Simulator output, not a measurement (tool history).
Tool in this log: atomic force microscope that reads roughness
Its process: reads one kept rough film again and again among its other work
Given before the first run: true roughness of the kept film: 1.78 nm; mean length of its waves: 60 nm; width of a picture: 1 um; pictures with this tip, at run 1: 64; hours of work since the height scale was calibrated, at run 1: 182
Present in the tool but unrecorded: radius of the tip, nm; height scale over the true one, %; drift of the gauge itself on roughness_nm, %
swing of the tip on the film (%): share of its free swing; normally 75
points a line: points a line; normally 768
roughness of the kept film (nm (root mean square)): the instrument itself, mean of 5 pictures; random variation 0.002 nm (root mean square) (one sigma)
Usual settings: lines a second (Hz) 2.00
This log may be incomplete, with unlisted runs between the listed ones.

run     day  lines a second (Hz)  swing of the tip on the film (%)  points a line  pictures with this tip  hours of work since the height scale was calibrated  roughness of the kept film (nm (root mean square))
  1   0.000                 2.00                                75            768                      64                                                  182                                               1.585
  2   0.362                 2.00                                75            768                      75                                                  185                                               1.584
  3   0.988                 2.00                                75            755                      93                                                  192                                               1.584
  4   1.604                 2.00                                75            781                     111                                                  198                                               1.580
  5   2.054                 2.00                                75            781                     124                                                  202                                               1.577
  6   2.658                 2.00                                74            781                     142                                                  208                                               1.581
  7   3.212                 2.00                                74            781                     158                                                  214                                               1.575
  8   3.654                 2.00                                74            781                     171                                                  218                                               1.571
  9   4.029                 2.00                                74            781                     182                                                  222                                               1.568
      4.200  -- new tip fitted
 10   4.504                 2.00                                74            781                       9                                                  226                                               1.609
      4.592  -- height scale calibrated on a step standard
 11   5.138                 2.00                                75            768                      26                                                    5                                               1.600
 12   5.550                 3.85                                75            768                      38                                                   10                                               1.472
 13   6.171                 3.85                                75            768                      56                                                   16                                               1.470
      6.779  -- height scale calibrated on a step standard, once more
 14   6.933                 3.85                                75            768                      77                                                    2                                               1.459
 15   7.471                 3.85                                75            768                      93                                                    7                                               1.449
 16   7.921                 0.84                                75            804                     106                                                   11                                               1.664
 17   8.521                 2.00                                59            768                     124                                                   17                                               1.667
 18   9.017                 2.96                                62            768                     138                                                   22                                               1.611
 19   9.329                 0.72                                86            768                     147                                                   25                                               1.624
 20   9.958                 0.72                                86            768                     165                                                   32                                               1.615
 21  10.529                 0.72                                86            768                     182                                                   37                                               1.615
     10.700  -- new tip fitted
 22  10.892                 1.50                                78            614                       5                                                   41                                               1.617
 23  11.412                 1.50                                78            614                      20                                                   46                                               1.613
 24  11.942                 1.50                                78            308                      36                                                   51                                               1.602
 25  12.325                 1.50                                78            308                      47                                                   55                                               1.604
 26  12.917                 1.50                                78            308                      64                                                   61                                               1.601
 27  13.488                 1.50                                78            308                      81                                                   66                                               1.598
 28  13.850                 3.61                                75            376                      91                                                   70                                               1.471
 29  14.533                 1.70                                69            474                     111                                                   77                                               1.631
 30  15.042                 1.70                                69            474                     126                                                   82                                               1.624

Across each entry between runs, compare the hidden state at the last listed run before it with the hidden state at the first listed run after it:
Logged between run 9 and run 10: new tip fitted (day 4.200)
  radius of the tip, nm: 19.2 -> 5.7
  the result without the hidden state subtracted from the measured one, roughness of the kept film (nm (root mean square)): -0.039 -> +0.002
Logged between run 10 and run 11: height scale calibrated on a step standard (day 4.592)
  radius of the tip, nm: 5.7 -> 6.9; height scale over the true one, %: 0.26 -> 0.34
  the result without the hidden state subtracted from the measured one, roughness of the kept film (nm (root mean square)): +0.002 -> -0.001
Logged between run 13 and run 14: height scale calibrated on a step standard, once more (day 6.779)
  radius of the tip, nm: 9.4 -> 10.9; height scale over the true one, %: 0.35 -> -0.03
  the result without the hidden state subtracted from the measured one, roughness of the kept film (nm (root mean square)): -0.008 -> -0.018
Logged between run 21 and run 22: new tip fitted (day 10.700)
  radius of the tip, nm: 19.4 -> 5.4
  the result without the hidden state subtracted from the measured one, roughness of the kept film (nm (root mean square)): -0.045 -> -0.001
